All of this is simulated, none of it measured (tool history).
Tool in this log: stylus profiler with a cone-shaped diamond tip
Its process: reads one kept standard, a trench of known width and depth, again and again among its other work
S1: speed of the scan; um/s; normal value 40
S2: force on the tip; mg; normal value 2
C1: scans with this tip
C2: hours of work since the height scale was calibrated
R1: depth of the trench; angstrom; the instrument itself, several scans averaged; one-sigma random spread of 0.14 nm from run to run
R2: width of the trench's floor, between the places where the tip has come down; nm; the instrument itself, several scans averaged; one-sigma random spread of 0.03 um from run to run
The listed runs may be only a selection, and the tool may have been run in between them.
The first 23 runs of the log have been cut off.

run   hour   S1    S2     C1   C2      R1     R2
 24  481.9   40  2.45   8667  737  5068.6  15980
 25  496.8   67  0.95   8753  744  5041.5  15730
     498.9  -- height scale calibrated on a step standard
 26  520.6   19  1.49   8887   11  5055.8  15970
 27  533.6   19  1.49   8962   17  5052.5  15960
 28  548.1   28     2   9046   24  5063.7  15930
 29  574.2  128  4.49   9196   37  5099.3  15670
 30  587.2   91  3.89   9271   43  5095.6  15750
 31  604.2   43  3.89   9368   52  5091.4  15890
 32    621   40  2.89   9466   60  5077.2  15890
       627  -- height scale calibrated on a step standard, once more
 33  647.2  120  1.09   9614   10    5033  15360
 34  664.3   11  3.86   9712   18  5078.5  15990
 35  686.6   11  4.06   9841   29  5081.6  16000
 36  710.1   11  1.73   9976   41  5049.1  15900
 37  738.2   56  4.61  10138   54    5090  15800
 38  760.5   56  4.61  10266   65  5091.4  15820
 39    786   56  4.61  10413   78  5090.8  15750
 40  811.3   96  1.52  10559   90  5041.9  15490
 41    824  133  0.94  10632   97  5033.3  15110
 42  838.1   24  0.93  10713  103  5032.4  15800
 43  864.9   24  0.93  10868  117  5037.3  15720
 44  888.4   11   1.3  11003  128    5042  15770
 45  900.8  158  1.17  11074  134  5040.6  15050

Branching from run 45: 4 alternative next runs. What would each branch give?
  A   917  17  0.91  11168  142   ?   ?
  B   917  41  4.72  11168  142   ?   ?
  C   917  40  0.92  11168  142   ?   ?
  D   917  18  4.19  11168  142   ?   ?

run      R1     R2
  A  5036.3  15740
  B  5090.6  15750
  C  5035.3  15580
  D  5085.6  15770
Take away the tool's hidden state, keep each run's random variation, and the runs would have read:
run      R1     R2
  A    5032  17260
  B  5086.3  17270
  C    5031  17100
  D  5081.2  17290

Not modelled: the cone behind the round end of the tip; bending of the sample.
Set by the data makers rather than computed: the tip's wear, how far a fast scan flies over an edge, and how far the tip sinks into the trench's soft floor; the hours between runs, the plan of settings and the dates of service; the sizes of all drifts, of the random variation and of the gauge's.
